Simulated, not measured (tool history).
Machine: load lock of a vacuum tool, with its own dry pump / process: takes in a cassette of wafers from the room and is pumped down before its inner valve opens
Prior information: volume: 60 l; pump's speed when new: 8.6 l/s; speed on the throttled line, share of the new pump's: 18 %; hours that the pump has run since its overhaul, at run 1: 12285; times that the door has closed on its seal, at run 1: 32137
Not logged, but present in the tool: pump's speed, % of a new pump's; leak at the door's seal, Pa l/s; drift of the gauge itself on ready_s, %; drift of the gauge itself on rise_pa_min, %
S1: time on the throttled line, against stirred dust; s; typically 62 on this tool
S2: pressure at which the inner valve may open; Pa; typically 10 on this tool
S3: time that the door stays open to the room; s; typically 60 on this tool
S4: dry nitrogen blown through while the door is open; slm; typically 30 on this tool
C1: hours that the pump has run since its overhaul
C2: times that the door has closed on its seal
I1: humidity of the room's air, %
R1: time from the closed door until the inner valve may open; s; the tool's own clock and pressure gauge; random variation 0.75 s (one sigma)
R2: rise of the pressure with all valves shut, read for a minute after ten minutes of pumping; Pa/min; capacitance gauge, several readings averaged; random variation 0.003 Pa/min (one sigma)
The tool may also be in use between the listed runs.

{"run": 1, "day": 0.0, "S1": 62, "S2": 10, "S3": 60, "S4": 30, "C1": 12285, "C2": 32137, "I1": 46.4, "R1": 121.3, "R2": 0.198}
{"run": 2, "day": 9.508, "S1": 62, "S2": 10, "S3": 60, "S4": 30, "C1": 12513, "C2": 32819, "I1": 45.5, "R1": 122.0, "R2": 0.212}
{"run": 3, "day": 25.1, "S1": 62, "S2": 10, "S3": 60, "S4": 25, "C1": 12887, "C2": 33938, "I1": 42.9, "R1": 121.4, "R2": 0.215}
{"run": 4, "day": 33.692, "S1": 62, "S2": 10, "S3": 60, "S4": 25, "C1": 13093, "C2": 34555, "I1": 44.7, "R1": 121.9, "R2": 0.225}
{"run": 5, "day": 47.117, "S1": 62, "S2": 10, "S3": 60, "S4": 25, "C1": 13416, "C2": 35518, "I1": 47.1, "R1": 122.1, "R2": 0.227}
{"run": 6, "day": 54.408, "S1": 62, "S2": 10, "S3": 60, "S4": 7, "C1": 13591, "C2": 36042, "I1": 43.6, "R1": 121.1, "R2": 0.253}
{"run": 7, "day": 68.262, "S1": 49, "S2": 10, "S3": 60, "S4": 30, "C1": 13923, "C2": 37036, "I1": 42.6, "R1": 112.4, "R2": 0.242}
{"run": 8, "day": 83.583, "S1": 49, "S2": 10, "S3": 60, "S4": 30, "C1": 14291, "C2": 38136, "I1": 42.3, "R1": 112.1, "R2": 0.256}
{"run": 9, "day": 90.833, "S1": 49, "S2": 10, "S3": 60, "S4": 30, "C1": 14465, "C2": 38656, "I1": 40.6, "R1": 112.3, "R2": 0.259}
{"run": 10, "day": 102.462, "S1": 49, "S2": 10, "S3": 60, "S4": 30, "C1": 14744, "C2": 39491, "I1": 45.7, "R1": 111.4, "R2": 0.262}
{"run": 11, "day": 115.404, "S1": 62, "S2": 10, "S3": 60, "S4": 30, "C1": 15055, "C2": 40420, "I1": 50.6, "R1": 122.6, "R2": 0.274}
{"run": 12, "day": 126.242, "S1": 62, "S2": 10, "S3": 60, "S4": 30, "C1": 15315, "C2": 41197, "I1": 45.6, "R1": 123.2, "R2": 0.283}
{"run": 13, "day": 137.517, "S1": 62, "S2": 10, "S3": 60, "S4": 30, "C1": 15585, "C2": 42007, "I1": 45.8, "R1": 122.8, "R2": 0.29}
{"run": 14, "day": 148.233, "S1": 62, "S2": 10, "S3": 60, "S4": 30, "C1": 15842, "C2": 42776, "I1": 43.4, "R1": 125.0, "R2": 0.289}
{"run": 15, "day": 155.125, "S1": 62, "S2": 10, "S3": 60, "S4": 30, "C1": 16008, "C2": 43271, "I1": 45.8, "R1": 122.8, "R2": 0.301}
{"run": 16, "day": 162.042, "S1": 62, "S2": 10, "S3": 60, "S4": 30, "C1": 16174, "C2": 43767, "I1": 45.7, "R1": 123.1, "R2": 0.302}
{"run": 17, "day": 171.229, "S1": 62, "S2": 10, "S3": 60, "S4": 30, "C1": 16394, "C2": 44426, "I1": 42.9, "R1": 122.2, "R2": 0.309}
{"run": 18, "day": 185.438, "S1": 62, "S2": 10, "S3": 60, "S4": 30, "C1": 16735, "C2": 45446, "I1": 46.4, "R1": 124.4, "R2": 0.328}
{"run": 19, "day": 195.946, "S1": 62, "S2": 10, "S3": 60, "S4": 21, "C1": 16988, "C2": 46200, "I1": 45.6, "R1": 125.4, "R2": 0.335}
{"run": 20, "day": 211.742, "S1": 62, "S2": 10, "S3": 60, "S4": 21, "C1": 17367, "C2": 47334, "I1": 42.5, "R1": 125.4, "R2": 0.343}
{"run": 21, "day": 226.233, "S1": 62, "S2": 10, "S3": 36, "S4": 21, "C1": 17715, "C2": 48374, "I1": 44.5, "R1": 124.0, "R2": 0.348}
{"run": 22, "day": 239.179, "S1": 62, "S2": 10, "S3": 65, "S4": 30, "C1": 18025, "C2": 49303, "I1": 44.9, "R1": 125.4, "R2": 0.373}
{"run": 23, "day": 252.729, "S1": 62, "S2": 14, "S3": 60, "S4": 30, "C1": 18350, "C2": 50276, "I1": 45.5, "R1": 120.8, "R2": 0.375}
{"run": 24, "day": 259.554, "S1": 62, "S2": 14, "S3": 60, "S4": 30, "C1": 18514, "C2": 50766, "I1": 44.8, "R1": 122.3, "R2": 0.384}
{"run": 25, "day": 267.362, "S1": 62, "S2": 14, "S3": 60, "S4": 30, "C1": 18702, "C2": 51326, "I1": 47.4, "R1": 122.4, "R2": 0.394}
{"run": 26, "day": 278.083, "S1": 62, "S2": 10, "S3": 60, "S4": 43, "C1": 18959, "C2": 52096, "I1": 43.4, "R1": 125.7, "R2": 0.386}
{"run": 27, "day": 293.146, "S1": 62, "S2": 10, "S3": 60, "S4": 43, "C1": 19320, "C2": 53177, "I1": 42.3, "R1": 124.7, "R2": 0.406}
{"run": 28, "day": 304.996, "S1": 62, "S2": 10, "S3": 60, "S4": 43, "C1": 19605, "C2": 54027, "I1": 45.5, "R1": 125.1, "R2": 0.41}
{"run": 29, "day": 319.129, "S1": 62, "S2": 15, "S3": 59, "S4": 22, "C1": 19944, "C2": 55042, "I1": 45.0, "R1": 122.6, "R2": 0.43}
{"run": 30, "day": 327.192, "S1": 62, "S2": 10, "S3": 60, "S4": 4, "C1": 20138, "C2": 55621, "I1": 46.7, "R1": 127.0, "R2": 0.465}
{"run": 31, "day": 337.725, "S1": 62, "S2": 10, "S3": 60, "S4": 4, "C1": 20390, "C2": 56376, "I1": 46.5, "R1": 127.3, "R2": 0.466}
{"run": 32, "day": 344.338, "S1": 62, "S2": 10, "S3": 60, "S4": 4, "C1": 20549, "C2": 56851, "I1": 45.5, "R1": 126.9, "R2": 0.471}
{"run": 33, "day": 353.671, "S1": 62, "S2": 17, "S3": 173, "S4": 11, "C1": 20773, "C2": 57521, "I1": 45.9, "R1": 121.8, "R2": 0.515}
{"run": 34, "day": 366.004, "S1": 62, "S2": 17, "S3": 181, "S4": 11, "C1": 21069, "C2": 58406, "I1": 44.6, "R1": 121.2, "R2": 0.518}
{"run": 35, "day": 376.196, "S1": 62, "S2": 17, "S3": 181, "S4": 11, "C1": 21314, "C2": 59138, "I1": 42.6, "R1": 122.7, "R2": 0.521}
{"run": 36, "day": 383.533, "S1": 62, "S2": 17, "S3": 181, "S4": 11, "C1": 21490, "C2": 59664, "I1": 42.3, "R1": 122.5, "R2": 0.532}
{"day": 395.733, "done": "door's seal changed, seat wiped"}
{"run": 37, "day": 398.458, "S1": 62, "S2": 10, "S3": 46, "S4": 30, "C1": 21846, "C2": 195, "I1": 45.2, "R1": 127.5, "R2": 0.02}

Take each entry between the runs: how does the hidden state at the last listed run before it differ from the hidden state at the first listed run after it?
Runs 36 to 37: door's seal changed, seat wiped (day 395.733)
  pump's speed, % of a new pump's: 82 -> 81.8; leak at the door's seal, Pa l/s: 0.4648 -> 0.0017
  what was measured, less what the result would be without the hidden state, R1: +11.0 -> +11.9 s; R2: +0.463 -> +0.000 Pa/min
